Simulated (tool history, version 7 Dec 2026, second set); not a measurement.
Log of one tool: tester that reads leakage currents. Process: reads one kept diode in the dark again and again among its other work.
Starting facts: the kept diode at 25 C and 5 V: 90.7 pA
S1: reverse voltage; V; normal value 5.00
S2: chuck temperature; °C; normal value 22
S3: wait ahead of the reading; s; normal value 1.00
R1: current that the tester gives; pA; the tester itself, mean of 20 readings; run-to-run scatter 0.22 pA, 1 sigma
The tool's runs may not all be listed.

| run | hour | S1 | S2 | S3 | R1 |
|---|---|---|---|---|---|
| 1 | 0.0 | 5.00 | 22 | 1.00 | 81.51 |
| 2 | 66.0 | 5.00 | 22 | 1.00 | 81.73 |
| 3 | 131.9 | 5.00 | 22 | 1.00 | 82.31 |
| 4 | 220.3 | 5.00 | 22 | 1.00 | 82.71 |
| 5 | 343.0 | 5.00 | 22 | 1.00 | 83.48 |
| 6 | 401.5 | 5.00 | 22 | 1.00 | 83.89 |
| 7 | 484.6 | 5.00 | 22 | 1.00 | 83.99 |
| 8 | 569.1 | 5.00 | 22 | 1.00 | 84.53 |
| 9 | 630.7 | 5.00 | 22 | 1.00 | 84.91 |
| 10 | 695.9 | 5.00 | 22 | 1.00 | 85.07 |
| 11 | 809.9 | 5.00 | 22 | 1.00 | 85.76 |
| 12 | 921.7 | 5.00 | 22 | 1.00 | 86.52 |
| 13 | 1029.6 | 5.00 | 58 | 0.69 | 1108.49 |
| 14 | 1102.9 | 10.87 | 59 | 1.00 | 1687.65 |
| 15 | 1193.0 | 10.87 | 59 | 1.00 | 1695.68 |
| 16 | 1252.5 | 5.00 | 20 | 1.00 | 75.69 |
| 17 | 1364.0 | 5.00 | 20 | 1.00 | 76.07 |
| 18 | 1465.5 | 5.00 | 20 | 1.00 | 76.86 |
| 19 | 1535.9 | 7.70 | 54 | 0.30 | 1065.90 |
| 20 | 1610.8 | 5.00 | 26 | 5.05 | 120.13 |
| 21 | 1684.8 | 5.00 | 26 | 5.05 | 120.34 |
| 22 | 1781.2 | 5.00 | 26 | 5.05 | 120.60 |

What if the next run were any one of these 5? Each begins from the tool's condition after run 22:
|  | 1827.3 | chuck's temperature calibrated |
| A | 1890.8 | 18.37 | 53 | 1.25 | ? |
|  | 1827.3 | chuck's temperature calibrated |
| B | 1890.8 | 4.60 | 25 | 0.85 | ? |
|  | 1827.3 | chuck's temperature calibrated |
| C | 1890.8 | 18.24 | 22 | 1.00 | ? |
|  | 1827.3 | chuck's temperature calibrated |
| D | 1890.8 | 5.00 | 29 | 5.05 | ? |
|  | 1827.3 | chuck's temperature calibrated |
| E | 1890.8 | 6.23 | 21 | 0.93 | ? |

| run | R1 |
|---|---|
| A | 1332.59 |
| B | 94.10 |
| C | 154.29 |
| D | 130.33 |
| E | 81.14 |
With no hidden state in the tool, these same runs would have given:
| run | R1 |
|---|---|
| A | 1308.30 |
| B | 89.20 |
| C | 135.67 |
| D | 124.92 |
| E | 74.70 |
